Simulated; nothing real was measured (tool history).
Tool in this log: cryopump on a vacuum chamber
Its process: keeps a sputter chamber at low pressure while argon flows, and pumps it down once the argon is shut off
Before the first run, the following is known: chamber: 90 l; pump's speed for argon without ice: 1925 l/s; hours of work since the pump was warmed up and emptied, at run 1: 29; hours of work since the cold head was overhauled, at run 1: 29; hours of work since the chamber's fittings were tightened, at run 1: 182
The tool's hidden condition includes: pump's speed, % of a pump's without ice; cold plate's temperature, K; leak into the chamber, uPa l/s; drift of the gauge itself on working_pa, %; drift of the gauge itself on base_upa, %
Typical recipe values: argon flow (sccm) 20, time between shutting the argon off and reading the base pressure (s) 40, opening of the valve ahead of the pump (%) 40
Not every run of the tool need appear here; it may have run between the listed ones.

run	day	argon flow (sccm)	time between shutting the argon off and reading the base pressure (s)	opening of the valve ahead of the pump (%)	hours of work since the pump was warmed up and emptied	hours of work since the cold head was overhauled	hours of work since the chamber's fittings were tightened	pressure while argon flows (Pa)	pressure after the wait (uPa)
1	0	20	40	40	29	29	182	0.0437	0.82
2	0.775	20	40	40	46	46	198	0.0439	0.86
3	1.338	20	40	40	58	58	210	0.0444	0.87
4	2.188	20	40	40	75	75	228	0.0446	0.89
5	2.904	20	40	41	90	90	243	0.0431	0.95
6	3.662	20	40	41	106	106	259	0.0435	0.96
7	4.45	20	21	40	123	123	275	0.0453	1.35
8	5.4	20	21	40	143	143	295	0.0441	1.42
9	5.942	20	21	40	154	154	306	0.0445	1.42
10	6.733	20	21	40	170	170	323	0.0447	1.5
11	7.321	20	21	40	183	183	335	0.0446	1.49
12	8.296	8	40	40	203	203	356	0.0179	1.11
13	8.792	8	40	40	214	214	366	0.0186	1.12
14	9.65	8	40	40	232	232	384	0.0184	1.15
15	10.167	20	95	40	242	242	395	0.0454	0.87
16	10.742	20	95	40	254	254	407	0.0456	0.93
17	11.542	20	95	40	271	271	424	0.0446	0.9
18	12.492	11	95	25	291	291	444	0.0393	0.98
19	13.012	22	45	40	302	302	454	0.0505	1.23
20	13.521	22	80	40	313	313	465	0.0506	1.07
21	14.129	22	80	40	325	325	478	0.0512	1.03
22	15.179	17	30	19	347	347	500	0.0806	1.47
23	15.65	19	31	40	357	357	510	0.043	1.49
24	16.204	19	31	40	369	369	521	0.0437	1.51
25	16.925	11	177	34	384	384	536	0.0293	1.08
26	17.367	15	61	48	393	393	546	0.0293	1.21
27	18.275	28	299	40	412	412	565	0.0649	1.13
28	19.346	33	94	40	435	435	587	0.077	1.21
29	19.808	18	40	24	444	444	597	0.0689	1.52
30	20.292	14	44	34	455	455	607	0.0381	1.46

Predict the results of run 31:
31	21.25	9	183	48	475	475	627	?	?

pressure while argon flows (Pa): 0.0173
pressure after the wait (uPa): 1.19
Minus the tool's unlogged condition, the same run would have read pressure while argon flows (Pa) 0.016, pressure after the wait (uPa) 0.23.
